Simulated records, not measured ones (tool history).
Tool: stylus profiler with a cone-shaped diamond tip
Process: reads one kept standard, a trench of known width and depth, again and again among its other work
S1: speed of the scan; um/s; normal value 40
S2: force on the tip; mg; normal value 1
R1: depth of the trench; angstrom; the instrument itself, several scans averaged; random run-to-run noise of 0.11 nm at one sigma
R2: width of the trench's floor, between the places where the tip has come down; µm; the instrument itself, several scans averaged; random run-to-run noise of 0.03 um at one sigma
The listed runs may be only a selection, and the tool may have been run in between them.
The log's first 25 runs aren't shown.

run,hour,S1,S2,R1,R2
26,997.1,102,0.58,2005.4,17.79
27,1041,20,0.85,2006.1,18.18
28,1082.2,39,2.31,2011.5,18.16
29,1107.6,146,0.45,2003.6,17.58
30,1148.3,40,1.7,2008.9,18.21
31,1189.8,14,1,2008.1,18.29
32,1228,17,0.63,2005.3,18.18
33,1275.2,37,1.36,2008,18.17
34,1311.8,18,1.55,2010.6,18.23
35,1340.4,18,0.75,2006.4,18.2
36,1376.7,13,1.86,2011.8,18.24
37,1411.5,13,1.86,2012.8,18.22
38,1434.2,80,2.16,2012.8,18.07
39,1458.7,44,0.5,2005.2,17.99
40,1506.6,27,0.45,2003.8,18.18
41,1533.1,39,1.15,2007.8,18.14
42,1569.9,39,1.15,2007.9,18.19
43,1609.4,39,1.15,2009.1,18.09
44,1637.3,110,1.88,2011,18.03
45,1666,112,1,2007.9,17.9
46,1710.1,19,1,2006.2,18.2

Here are 3 independent what-if runs from the current tool condition. What would each one return?
A,1765.8,97,0.84,?,?
B,1765.8,24,0.65,?,?
C,1765.8,86,0.47,?,?

run,R1,R2
A,2006.4,17.88
B,2004.7,18.14
C,2004,17.83
Had the tool no hidden state, the same runs would have come out as:
run,R1,R2
A,2006.1,17.89
B,2004.4,18.15
C,2003.7,17.84
